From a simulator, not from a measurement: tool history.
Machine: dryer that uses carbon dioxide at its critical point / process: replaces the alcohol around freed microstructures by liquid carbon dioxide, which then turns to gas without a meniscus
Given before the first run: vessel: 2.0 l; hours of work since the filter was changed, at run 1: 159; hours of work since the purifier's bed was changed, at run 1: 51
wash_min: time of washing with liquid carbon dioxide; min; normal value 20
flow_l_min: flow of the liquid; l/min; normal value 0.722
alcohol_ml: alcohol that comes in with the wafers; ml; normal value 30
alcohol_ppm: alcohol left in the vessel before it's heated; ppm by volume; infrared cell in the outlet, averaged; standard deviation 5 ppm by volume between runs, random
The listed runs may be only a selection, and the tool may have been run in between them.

| run | hour | wash_min | flow_l_min | alcohol_ml | hours of work since the filter was changed | hours of work since the purifier's bed was changed | alcohol_ppm |
|---|---|---|---|---|---|---|---|
| 1 | 0.0 | 20 | 0.722 | 30 | 159 | 51 | 71 |
| 2 | 46.0 | 20 | 0.722 | 30 | 180 | 73 | 79 |
| 3 | 78.7 | 20 | 0.952 | 30 | 196 | 88 | 37 |
| 4 | 115.9 | 26 | 0.722 | 30 | 213 | 105 | 45 |
| 5 | 148.1 | 26 | 0.722 | 30 | 228 | 120 | 53 |
| 6 | 178.3 | 26 | 0.722 | 30 | 242 | 134 | 49 |
| 7 | 204.3 | 26 | 0.722 | 30 | 254 | 146 | 56 |
| 8 | 251.6 | 20 | 0.722 | 30 | 276 | 169 | 126 |
| 9 | 288.9 | 20 | 0.722 | 30 | 294 | 186 | 118 |
| 10 | 314.4 | 20 | 0.722 | 30 | 305 | 198 | 131 |
| 11 | 339.2 | 20 | 0.722 | 76 | 317 | 209 | 246 |
| 12 | 383.6 | 20 | 0.722 | 76 | 338 | 230 | 259 |
| 13 | 423.4 | 20 | 0.722 | 30 | 356 | 249 | 150 |
| 14 | 450.1 | 20 | 0.722 | 30 | 369 | 261 | 159 |
| 15 | 470.5 | 20 | 0.722 | 30 | 378 | 271 | 159 |
|  | 498.7 | inlet filter changed |
| 16 | 498.7 | 30 | 0.722 | 30 | 0 | 283 | 83 |
| 17 | 527.1 | 30 | 0.722 | 30 | 13 | 296 | 76 |
| 18 | 565.8 | 30 | 0.722 | 30 | 31 | 314 | 87 |
| 19 | 588.3 | 19 | 0.496 | 64 | 42 | 325 | 804 |
| 20 | 630.5 | 21 | 0.599 | 64 | 61 | 345 | 291 |
| 21 | 662.9 | 21 | 0.599 | 64 | 77 | 360 | 306 |
| 22 | 699.6 | 22 | 1.039 | 101 | 94 | 377 | 110 |
| 23 | 733.3 | 19 | 0.801 | 101 | 109 | 393 | 218 |
| 24 | 767.1 | 12 | 1.117 | 91 | 125 | 408 | 314 |
| 25 | 817.0 | 12 | 1.117 | 91 | 148 | 431 | 334 |
| 26 | 849.2 | 13 | 0.751 | 117 | 163 | 447 | 1425 |
| 27 | 871.6 | 20 | 0.482 | 38 | 174 | 457 | 579 |
| 28 | 905.7 | 20 | 0.592 | 30 | 190 | 473 | 271 |
| 29 | 939.6 | 20 | 0.592 | 30 | 205 | 489 | 293 |
| 30 | 974.5 | 32 | 0.838 | 30 | 222 | 505 | 132 |
| 31 | 1014.5 | 32 | 0.793 | 37 | 240 | 524 | 143 |
| 32 | 1057.0 | 32 | 0.793 | 37 | 260 | 543 | 141 |
| 33 | 1104.2 | 12 | 0.547 | 101 | 282 | 565 | 4463 |
| 34 | 1132.1 | 19 | 1.191 | 101 | 295 | 578 | 165 |
| 35 | 1164.6 | 23 | 0.494 | 62 | 310 | 593 | 659 |
| 36 | 1198.7 | 18 | 0.675 | 40 | 326 | 609 | 399 |

Selected run-to-run steps in alcohol_ppm, each split into two signed amounts: the part the tool would show with no hidden state at all (from settings, incoming material and random variation), and the remainder, which goes to the hidden state together with any gauge scatter not common to the measured and the hidden-state-free results:
The hidden state here: flow that reaches the vessel past the clogged filter, %; alcohol in the recycled carbon dioxide, ppm; drift of the gauge itself on alcohol_ppm, %.
Run 25 -> 26: wash_min 12 -> 13, flow_l_min 1.117 -> 0.751, alcohol_ml 91 -> 117. alcohol_ppm +1091 ppm by volume: hidden state +232, all else +859.
Run 32 -> 33: wash_min 32 -> 12, flow_l_min 0.793 -> 0.547, alcohol_ml 37 -> 101. alcohol_ppm +4322 ppm by volume: hidden state +1048, all else +3274.
Run 33 -> 34: wash_min 12 -> 19, flow_l_min 0.547 -> 1.191. alcohol_ppm -4298 ppm by volume: hidden state -1033, all else -3265.

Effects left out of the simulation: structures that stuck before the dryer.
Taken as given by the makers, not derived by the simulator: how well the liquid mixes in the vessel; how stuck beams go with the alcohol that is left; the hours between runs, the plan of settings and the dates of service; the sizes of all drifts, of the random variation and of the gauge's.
